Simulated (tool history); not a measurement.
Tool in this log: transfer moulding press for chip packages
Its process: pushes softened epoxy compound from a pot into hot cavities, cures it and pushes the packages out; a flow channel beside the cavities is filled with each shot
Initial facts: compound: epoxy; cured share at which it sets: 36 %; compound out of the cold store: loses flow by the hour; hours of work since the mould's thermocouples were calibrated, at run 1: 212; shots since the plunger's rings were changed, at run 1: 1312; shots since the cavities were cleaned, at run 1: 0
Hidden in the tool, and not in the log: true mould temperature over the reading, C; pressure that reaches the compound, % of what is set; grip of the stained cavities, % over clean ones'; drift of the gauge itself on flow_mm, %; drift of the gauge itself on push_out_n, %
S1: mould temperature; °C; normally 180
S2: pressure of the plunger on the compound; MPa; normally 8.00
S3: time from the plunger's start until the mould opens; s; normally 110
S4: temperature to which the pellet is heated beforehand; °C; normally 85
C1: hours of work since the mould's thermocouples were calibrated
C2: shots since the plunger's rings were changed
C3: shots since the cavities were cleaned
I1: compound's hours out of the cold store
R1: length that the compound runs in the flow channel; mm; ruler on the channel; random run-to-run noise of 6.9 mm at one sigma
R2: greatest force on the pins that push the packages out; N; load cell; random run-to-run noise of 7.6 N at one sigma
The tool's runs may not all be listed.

run	hour	S1	S2	S3	S4	C1	C2	C3	I1	R1	R2
1	0.0	180	8.00	110	85	212	1312	0	12.3	785	342
2	18.2	180	8.00	110	85	223	1494	182	18.3	774	385
3	39.5	180	8.00	110	85	236	1707	395	44.3	734	444
4	66.9	180	8.00	110	85	253	1982	670	27.1	757	536
5	81.1	180	8.00	110	85	262	2124	812	22.1	766	527
# hour 94.3: cavities cleaned with cleaning compound and waxed
6	98.6	180	8.00	110	85	272	2284	43	26.9	759	355
7	111.2	180	8.00	110	85	280	2410	169	25.9	750	393
8	136.0	180	8.00	110	85	296	2658	417	28.0	752	467
9	163.7	180	8.00	141	85	313	2936	695	42.6	729	368
10	181.5	180	8.00	141	85	324	3114	873	21.9	750	389
# hour 188.6: cavities cleaned with cleaning compound and waxed
11	202.5	180	8.00	141	85	336	3309	139	32.0	731	286
12	230.7	180	8.00	141	85	354	3591	421	21.4	745	337
13	244.7	180	8.00	141	85	363	3732	562	46.3	713	348
14	269.1	176	8.00	141	85	378	3975	805	17.4	758	440
# hour 283.8: cavities cleaned with cleaning compound and waxed
15	301.2	180	8.00	110	90	397	4282	174	22.5	731	402
16	329.6	185	6.38	123	95	415	4566	458	37.6	617	354
17	345.8	185	6.38	123	95	425	4729	621	33.3	620	355
18	360.1	180	6.73	110	85	434	4872	764	41.3	643	535
# hour 377.4: cavities cleaned with cleaning compound and waxed
# hour 382.3: plunger's sealing rings changed
19	383.1	180	6.73	110	85	446	7	31	39.4	707	353
20	398.5	180	6.73	110	85	456	162	186	24.7	728	404
21	418.9	180	6.73	129	85	468	366	390	28.6	700	348
22	440.1	180	6.73	129	85	482	579	603	45.7	692	373
23	464.4	180	6.73	129	85	497	821	845	25.7	705	421
# hour 475.3: cavities cleaned with cleaning compound and waxed
24	485.5	180	6.04	110	85	509	1018	102	24.9	675	404

Below are 3 alternative next runs, each starting from the tool's condition after run 24. Predict each:
# hour 497.6: mould's thermocouples calibrated
A	512.4	185	8.00	142	78	9	1267	351	10.3	?	?
# hour 497.6: mould's thermocouples calibrated
B	512.4	182	6.04	110	85	9	1267	351	23.7	?	?
# hour 497.6: mould's thermocouples calibrated
C	512.4	180	7.40	145	85	9	1267	351	42.8	?	?

run	R1	R2
A	782	298
B	657	396
C	719	325
With the hidden condition removed and each run's random variation left untouched, the same runs would have given:
run	R1	R2
A	797	219
B	670	293
C	733	239
